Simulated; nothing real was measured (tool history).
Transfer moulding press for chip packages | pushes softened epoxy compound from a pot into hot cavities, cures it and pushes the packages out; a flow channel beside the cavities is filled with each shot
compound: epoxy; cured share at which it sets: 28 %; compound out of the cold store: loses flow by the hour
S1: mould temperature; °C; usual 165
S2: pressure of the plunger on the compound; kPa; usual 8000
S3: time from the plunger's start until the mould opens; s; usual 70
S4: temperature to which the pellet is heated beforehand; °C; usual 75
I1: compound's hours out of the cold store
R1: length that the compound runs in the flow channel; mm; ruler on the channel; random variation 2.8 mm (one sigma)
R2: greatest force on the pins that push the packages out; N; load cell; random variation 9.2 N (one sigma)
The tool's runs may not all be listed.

run 1 hour=0.0 | S1=165 S2=8000 S3=70 S4=75 | I1=24.8 | R1=632 R2=550
-- hour=31.1 mould's thermocouples calibrated
run 2 hour=47.0 | S1=165 S2=6150 S3=70 S4=75 | I1=40.5 | R1=494 R2=680
-- hour=58.0 cavities cleaned with cleaning compound and waxed
run 3 hour=81.2 | S1=165 S2=8000 S3=70 S4=75 | I1=13.3 | R1=671 R2=577
-- hour=138.2 cavities cleaned with cleaning compound and waxed
run 4 hour=143.3 | S1=165 S2=8000 S3=70 S4=75 | I1=35.8 | R1=583 R2=433
-- hour=172.6 plunger's sealing rings changed
run 5 hour=172.6 | S1=165 S2=8000 S3=70 S4=75 | I1=48.0 | R1=555 R2=561
-- hour=221.2 cavities cleaned with cleaning compound and waxed
run 6 hour=237.4 | S1=165 S2=8000 S3=70 S4=76 | I1=29.6 | R1=621 R2=531
run 7 hour=291.6 | S1=159 S2=9390 S3=79 S4=79 | I1=34.4 | R1=659 R2=727
-- hour=302.1 cavities cleaned with cleaning compound and waxed
run 8 hour=323.5 | S1=159 S2=9390 S3=79 S4=84 | I1=10.5 | R1=766 R2=652

The next listed run, before its measurement:
run 9 hour=373.9 | S1=163 S2=8630 S3=89 S4=75 | I1=42.3 | R1=? R2=?

{"run 9": {"R1": 583, "R2": 532}}
Without the tool's hidden state the same run would have given R1 605 mm, R2 325 N.
